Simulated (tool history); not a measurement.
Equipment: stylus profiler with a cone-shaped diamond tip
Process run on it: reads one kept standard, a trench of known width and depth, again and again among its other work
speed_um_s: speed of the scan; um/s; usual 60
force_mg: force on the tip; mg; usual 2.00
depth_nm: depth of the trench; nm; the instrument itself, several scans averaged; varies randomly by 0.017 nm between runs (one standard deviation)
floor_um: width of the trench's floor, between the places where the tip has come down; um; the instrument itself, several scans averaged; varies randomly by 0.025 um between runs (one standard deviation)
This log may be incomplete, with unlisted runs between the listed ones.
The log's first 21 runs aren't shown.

{"run": 22, "hour": 512.4, "speed_um_s": 74, "force_mg": 2.0, "depth_nm": 100.79, "floor_um": 28.2}
{"run": 23, "hour": 537.8, "speed_um_s": 58, "force_mg": 2.0, "depth_nm": 100.79, "floor_um": 28.28}
{"run": 24, "hour": 556.1, "speed_um_s": 152, "force_mg": 2.79, "depth_nm": 101.06, "floor_um": 27.93}
{"run": 25, "hour": 578.7, "speed_um_s": 143, "force_mg": 5.15, "depth_nm": 101.71, "floor_um": 28.17}
{"run": 26, "hour": 597.6, "speed_um_s": 169, "force_mg": 0.89, "depth_nm": 100.35, "floor_um": 27.37}
{"run": 27, "hour": 622.4, "speed_um_s": 54, "force_mg": 4.65, "depth_nm": 101.57, "floor_um": 28.39}
{"run": 28, "hour": 648.6, "speed_um_s": 70, "force_mg": 5.04, "depth_nm": 101.67, "floor_um": 28.34}
{"run": 29, "hour": 673.8, "speed_um_s": 26, "force_mg": 4.68, "depth_nm": 101.59, "floor_um": 28.44}
{"run": 30, "hour": 703.4, "speed_um_s": 65, "force_mg": 4.68, "depth_nm": 101.61, "floor_um": 28.36}
{"run": 31, "hour": 721.1, "speed_um_s": 65, "force_mg": 4.68, "depth_nm": 101.6, "floor_um": 28.34}
{"run": 32, "hour": 743.4, "speed_um_s": 180, "force_mg": 1.01, "depth_nm": 100.4, "floor_um": 27.3}
{"run": 33, "hour": 765.3, "speed_um_s": 38, "force_mg": 1.01, "depth_nm": 100.37, "floor_um": 28.26}
{"run": 34, "hour": 786.7, "speed_um_s": 22, "force_mg": 1.3, "depth_nm": 100.49, "floor_um": 28.43}
{"run": 35, "hour": 819.6, "speed_um_s": 22, "force_mg": 1.3, "depth_nm": 100.47, "floor_um": 28.43}
{"run": 36, "hour": 836.9, "speed_um_s": 22, "force_mg": 1.3, "depth_nm": 100.49, "floor_um": 28.42}
{"run": 37, "hour": 860.4, "speed_um_s": 22, "force_mg": 1.3, "depth_nm": 100.5, "floor_um": 28.38}
{"run": 38, "hour": 882.8, "speed_um_s": 228, "force_mg": 1.83, "depth_nm": 100.68, "floor_um": 27.42}
{"run": 39, "hour": 904.9, "speed_um_s": 170, "force_mg": 2.67, "depth_nm": 100.94, "floor_um": 27.82}
{"run": 40, "hour": 931.8, "speed_um_s": 66, "force_mg": 0.94, "depth_nm": 100.32, "floor_um": 28.05}
{"run": 41, "hour": 956.6, "speed_um_s": 66, "force_mg": 0.94, "depth_nm": 100.28, "floor_um": 28.05}
{"run": 42, "hour": 971.9, "speed_um_s": 66, "force_mg": 0.94, "depth_nm": 100.3, "floor_um": 28.09}
{"run": 43, "hour": 998.1, "speed_um_s": 66, "force_mg": 1.32, "depth_nm": 100.45, "floor_um": 28.15}
{"run": 44, "hour": 1016.0, "speed_um_s": 23, "force_mg": 2.0, "depth_nm": 100.73, "floor_um": 28.41}
{"run": 45, "hour": 1044.8, "speed_um_s": 23, "force_mg": 2.0, "depth_nm": 100.72, "floor_um": 28.37}
{"run": 46, "hour": 1060.3, "speed_um_s": 23, "force_mg": 2.0, "depth_nm": 100.71, "floor_um": 28.42}

Forecast each of these 4 alternatives for the next run:
{"run": "A", "hour": 1086.5, "speed_um_s": 238, "force_mg": 1.76, "depth_nm": "?", "floor_um": "?"}
{"run": "B", "hour": 1086.5, "speed_um_s": 103, "force_mg": 3.14, "depth_nm": "?", "floor_um": "?"}
{"run": "C", "hour": 1086.5, "speed_um_s": 52, "force_mg": 5.48, "depth_nm": "?", "floor_um": "?"}
{"run": "D", "hour": 1086.5, "speed_um_s": 29, "force_mg": 0.81, "depth_nm": "?", "floor_um": "?"}

run=A depth_nm=100.61 floor_um=27.33
run=B depth_nm=101.07 floor_um=28.12
run=C depth_nm=101.72 floor_um=28.30
run=D depth_nm=100.24 floor_um=28.28
With the hidden condition removed and each run's random variation left untouched, the same runs would have given:
run=A depth_nm=100.94 floor_um=27.58
run=B depth_nm=101.40 floor_um=28.37
run=C depth_nm=102.06 floor_um=28.55
run=D depth_nm=100.57 floor_um=28.53
